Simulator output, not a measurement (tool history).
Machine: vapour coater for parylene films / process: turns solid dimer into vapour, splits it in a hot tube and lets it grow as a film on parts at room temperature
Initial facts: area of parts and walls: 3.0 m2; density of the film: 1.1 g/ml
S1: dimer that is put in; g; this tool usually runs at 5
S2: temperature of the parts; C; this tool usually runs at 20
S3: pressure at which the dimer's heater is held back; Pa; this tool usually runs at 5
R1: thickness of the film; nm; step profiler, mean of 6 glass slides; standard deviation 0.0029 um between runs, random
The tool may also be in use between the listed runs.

run,day,S1,S2,S3,R1
1,0,5,20,5,773
2,0.808,5,20,4.2,786
3,1.771,5,20,4.2,791
4,2.429,5,20,4.2,777
5,3.025,6,20,5,919
6,3.821,6,20,5,918
7,4.512,6,20,5,915
8,5.454,7,20,5,1069
9,6.212,7,20,5,1070
10,6.667,4,20,5,605
11,7.7,4,20,5,613
12,8.292,5,20,5,753
13,9.229,5,13,5,1012
14,10.271,5,13,5,1008
15,10.846,5,13,5,1007
16,11.671,5,20,5,755
17,12.188,5,20,5,753
18,12.771,5,20,5,752
19,13.521,5,20,5,756
20,14.258,5,20,5,750
21,14.771,5,20,5,752
22,15.742,4,17,6.78,654
23,16.442,5,25,10.07,560
24,16.917,5,15,8.14,866
# day 17.267: gauge calibrated
25,17.9,3,20,11.5,426
26,18.404,3,20,11.5,420
27,18.954,3,20,11.5,418
28,19.775,2,25,5,249
29,20.238,5,22,5.62,698
30,21.279,5,15,5.62,928
31,22.292,5,20,2.6,824
32,22.808,5,20,2.6,817
33,23.804,4,29,3.16,446
34,24.35,4,29,3.16,445
35,25.183,7,13,6.59,1370
36,26.15,5,20,5,759
37,27.121,5,20,5,759
38,27.642,6,30,10.74,556
39,28.371,6,30,10.74,552
40,29.271,6,30,10.74,548
41,29.796,6,30,10.74,552

Branching from run 41: 4 alternative next runs. What would each branch give?
A,30.838,4,30,10.74,?
B,30.838,5,17,3.54,?
C,30.838,3,20,7.03,?
D,30.838,5,29,5,?

run,R1
A,368
B,883
C,433
D,517
What these runs would have given with no unlogged condition in the tool:
run,R1
A,376
B,903
C,443
D,529
